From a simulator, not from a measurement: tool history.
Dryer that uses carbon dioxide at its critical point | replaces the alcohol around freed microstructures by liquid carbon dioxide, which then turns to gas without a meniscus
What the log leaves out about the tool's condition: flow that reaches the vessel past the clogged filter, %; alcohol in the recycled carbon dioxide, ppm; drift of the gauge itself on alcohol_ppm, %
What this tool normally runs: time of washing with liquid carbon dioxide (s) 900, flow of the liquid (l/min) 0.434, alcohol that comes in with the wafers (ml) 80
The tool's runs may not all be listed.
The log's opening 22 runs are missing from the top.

| run | day | time of washing with liquid carbon dioxide (s) | flow of the liquid (l/min) | alcohol that comes in with the wafers (ml) | hours of work since the filter was changed | hours of work since the purifier's bed was changed | alcohol left in the vessel before it's heated (ppm by volume) |
|---|---|---|---|---|---|---|---|
| 23 | 26.233 | 600 | 0.523 | 80 | 119 | 172 | 530 |
| 24 | 27.304 | 900 | 0.356 | 35 | 133 | 186 | 270 |
| 25 | 28.804 | 720 | 0.356 | 67 | 153 | 205 | 1295 |
| 26 | 29.900 | 720 | 0.356 | 67 | 167 | 219 | 1321 |
| 27 | 31.192 | 900 | 0.397 | 80 | 184 | 236 | 353 |
| 28 | 32.833 | 1380 | 0.521 | 104 | 205 | 258 | 31 |
| 29 | 34.383 | 1380 | 0.272 | 97 | 225 | 278 | 395 |
| 30 | 35.142 | 1380 | 0.363 | 97 | 235 | 288 | 88 |
| 31 | 35.925 | 1260 | 0.434 | 69 | 245 | 298 | 47 |
| 32 | 37.338 | 780 | 0.575 | 96 | 264 | 316 | 127 |
| 33 | 38.500 | 1320 | 0.387 | 38 | 279 | 332 | 49 |
| 34 | 39.342 | 960 | 0.527 | 87 | 290 | 342 | 88 |
| 35 | 40.488 | 540 | 0.600 | 25 | 305 | 357 | 211 |
| 36 | 41.188 | 1320 | 0.481 | 26 | 314 | 367 | 40 |
| 37 | 42.517 | 1320 | 0.481 | 26 | 331 | 384 | 51 |
| 38 | 43.358 | 1320 | 0.481 | 26 | 342 | 395 | 54 |
| 39 | 44.246 | 960 | 0.551 | 78 | 354 | 406 | 77 |
| 40 | 45.238 | 1380 | 0.434 | 25 | 367 | 419 | 52 |
|  | 46.200 | inlet filter changed |
| 41 | 46.862 | 900 | 0.277 | 50 | 9 | 440 | 1039 |
| 42 | 48.192 | 960 | 0.395 | 80 | 26 | 457 | 226 |

Below are 5 alternative next runs, each starting from the tool's condition after run 42. Predict each:
| A | 49.817 | 960 | 0.553 | 80 | 47 | 478 | ? |
| B | 49.817 | 900 | 0.434 | 116 | 47 | 478 | ? |
| C | 49.817 | 1080 | 0.395 | 80 | 47 | 478 | ? |
| D | 49.817 | 600 | 0.450 | 49 | 47 | 478 | ? |
| E | 49.817 | 1260 | 0.395 | 72 | 47 | 478 | ? |

| run | alcohol left in the vessel before it's heated (ppm by volume) |
|---|---|
| A | 73 |
| B | 264 |
| C | 145 |
| D | 688 |
| E | 90 |
Without the tool's unlogged condition, the same runs would have read:
| run | alcohol left in the vessel before it's heated (ppm by volume) |
|---|---|
| A | 19 |
| B | 196 |
| C | 85 |
| D | 600 |
| E | 35 |
